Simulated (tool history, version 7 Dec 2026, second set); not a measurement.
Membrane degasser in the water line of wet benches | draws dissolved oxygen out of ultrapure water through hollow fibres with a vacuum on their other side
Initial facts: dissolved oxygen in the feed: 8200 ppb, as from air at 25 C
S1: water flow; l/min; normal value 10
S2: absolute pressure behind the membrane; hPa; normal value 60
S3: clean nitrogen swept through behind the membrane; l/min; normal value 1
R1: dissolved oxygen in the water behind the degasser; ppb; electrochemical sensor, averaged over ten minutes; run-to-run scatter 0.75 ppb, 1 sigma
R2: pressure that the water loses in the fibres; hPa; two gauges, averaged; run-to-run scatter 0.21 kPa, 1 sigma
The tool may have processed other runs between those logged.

run     day  S1  S2    S3     R1     R2
  1       0  10  60     1   70.1  499.7
  2  11.471  10  60  1.48   48.6  499.1
     15.904  -- seals of the vacuum lines changed
  3  16.558   9  60  1.48   43.7  446.8
  4  23.146   9  60  1.48   42.2  451.5
  5  29.429   9  60  1.48   42.7  451.6
  6  38.096  10  60     1   69.3  498.7
  7  48.529  10  60     1   69.3  502.7
     53.188  -- membrane cartridge changed
  8  57.625  10  60     1   69.1  505.7
  9  66.708  10  60   0.5  125.2  502.2

Predict the results of run 10:
 10  78.621  10  109.3  0.81   ?   ?

{"run 10": {"R1": 222.8, "R2": 498}}
Without the tool's hidden state the same run would have given R1 222.7 ppb, R2 498 hPa.
